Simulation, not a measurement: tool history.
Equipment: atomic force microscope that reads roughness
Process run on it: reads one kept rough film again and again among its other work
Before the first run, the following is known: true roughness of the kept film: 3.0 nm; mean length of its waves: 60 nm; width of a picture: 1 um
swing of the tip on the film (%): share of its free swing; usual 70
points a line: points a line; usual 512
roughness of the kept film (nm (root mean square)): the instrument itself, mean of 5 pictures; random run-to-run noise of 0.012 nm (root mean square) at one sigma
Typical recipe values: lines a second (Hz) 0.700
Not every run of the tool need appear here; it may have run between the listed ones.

run,hour,lines a second (Hz),swing of the tip on the film (%),points a line,roughness of the kept film (nm (root mean square))
1,0.0,0.700,70,512,2.771
2,8.1,0.700,70,512,2.772
3,15.2,2.020,70,512,2.665
4,26.9,2.020,69,512,2.666
5,36.9,2.020,69,512,2.646
# hour 39.4: height scale calibrated on a step standard
6,46.3,0.700,70,512,2.746
7,59.7,0.700,85,947,2.664
# hour 68.1: new tip fitted
8,72.7,0.700,85,947,2.800
# hour 82.4: height scale calibrated on a step standard, once more
9,84.3,1.122,70,450,2.820
10,97.4,1.122,70,789,2.799
11,109.4,1.122,70,789,2.814

Run 12 is up next; what results do you expect?
12,124.5,1.122,70,789,?

Run 12 measured roughness of the kept film (nm (root mean square)) 2.768.
Were there no unlogged condition in the tool, this run, its random variation unchanged, would have produced roughness of the kept film (nm (root mean square)) 2.813.

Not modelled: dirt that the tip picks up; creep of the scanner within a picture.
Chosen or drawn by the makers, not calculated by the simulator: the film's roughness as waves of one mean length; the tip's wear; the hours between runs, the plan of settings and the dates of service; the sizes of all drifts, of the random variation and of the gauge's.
